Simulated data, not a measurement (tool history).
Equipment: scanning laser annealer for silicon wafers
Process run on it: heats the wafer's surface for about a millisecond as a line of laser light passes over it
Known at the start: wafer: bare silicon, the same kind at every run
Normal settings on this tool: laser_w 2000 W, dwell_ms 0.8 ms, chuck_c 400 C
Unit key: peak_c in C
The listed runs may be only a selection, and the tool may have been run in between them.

run,hour,laser_w,dwell_ms,chuck_c,peak_c
1,0,2000,0.8,400,1177
2,4.2,2000,0.8,400,1174
3,13,2000,0.8,400,1175
4,21.4,2000,0.8,400,1177
5,29.8,2000,0.8,400,1175
6,39.5,2000,0.8,400,1175
7,48.1,2067,0.8,400,1206
8,54.4,2067,0.648,400,1130
9,61.5,2067,0.648,400,1130
10,66.9,2067,0.648,378,1108
11,76.1,2067,0.648,378,1111
# hour 79.6: laser's power meter calibrated
12,84.1,2067,0.648,378,1107
13,89.1,2000,0.8,400,1173
14,97.2,1945,0.8,400,1149
15,102,1945,0.8,400,1141
16,106.3,1908,0.8,400,1131
17,110.7,1908,0.8,400,1129
# hour 114.6: laser's power meter calibrated, once more
18,117.9,2000,0.8,400,1170
19,127.2,2000,0.8,400,1169
20,132.1,2000,0.8,400,1169
21,141.6,1850,0.763,400,1082
# hour 152.2: window over the wafer cleaned
22,152.2,2093,0.695,389,1198
23,159.4,1732,0.912,400,1120
24,164.2,1732,0.912,400,1123
25,173.4,1732,0.912,400,1122
26,177.7,2034,0.912,407,1288
27,182.6,1936,0.713,400,1135
28,188.7,1959,0.629,436,1144
29,197.3,1924,0.636,361,1054
30,201.6,1811,0.636,362,1005
31,205.5,1971,0.678,418,1155
32,215.2,1971,0.678,418,1158
33,224.2,1849,0.755,404,1119
34,231.4,2001,0.755,368,1158
35,239.4,2034,0.875,430,1292
36,249.1,2034,0.875,431,1294
37,254.2,2034,0.875,431,1294
38,258.5,2119,0.858,439,1336

Some steps in peak_c, run to run, broken into two amounts with sign: the step expected even without the hidden condition (settings, incoming material, random variation), and the rest, left for the hidden condition together with whatever gauge scatter is not in both the measured and the hidden-condition-free result:
Hidden conditions of the tool in this case: light that passes the window, % of a clean one's; laser's true power over the reading, %; width of the line over the set one, %; drift of the gauge itself on peak_c, C.
Run 17 -> 18: laser_w 1908 -> 2000, laser's power meter calibrated, once more. peak_c +41 C: hidden state -6, all else +47.
Run 20 -> 21: laser_w 2000 -> 1850, dwell_ms 0.8 -> 0.763. peak_c -87 C: hidden state +5, all else -92.
Run 21 -> 22: laser_w 1850 -> 2093, dwell_ms 0.763 -> 0.695, chuck_c 400 -> 389, window over the wafer cleaned. peak_c +116 C: hidden state +37, all else +79.
Run 25 -> 26: laser_w 1732 -> 2034, chuck_c 400 -> 407. peak_c +166 C: hidden state -2, all else +168.
Run 26 -> 27: laser_w 2034 -> 1936, dwell_ms 0.912 -> 0.713, chuck_c 407 -> 400. peak_c -153 C: hidden state +1, all else -154.
Run 30 -> 31: laser_w 1811 -> 1971, dwell_ms 0.636 -> 0.678, chuck_c 362 -> 418. peak_c +150 C: hidden state -1, all else +151.

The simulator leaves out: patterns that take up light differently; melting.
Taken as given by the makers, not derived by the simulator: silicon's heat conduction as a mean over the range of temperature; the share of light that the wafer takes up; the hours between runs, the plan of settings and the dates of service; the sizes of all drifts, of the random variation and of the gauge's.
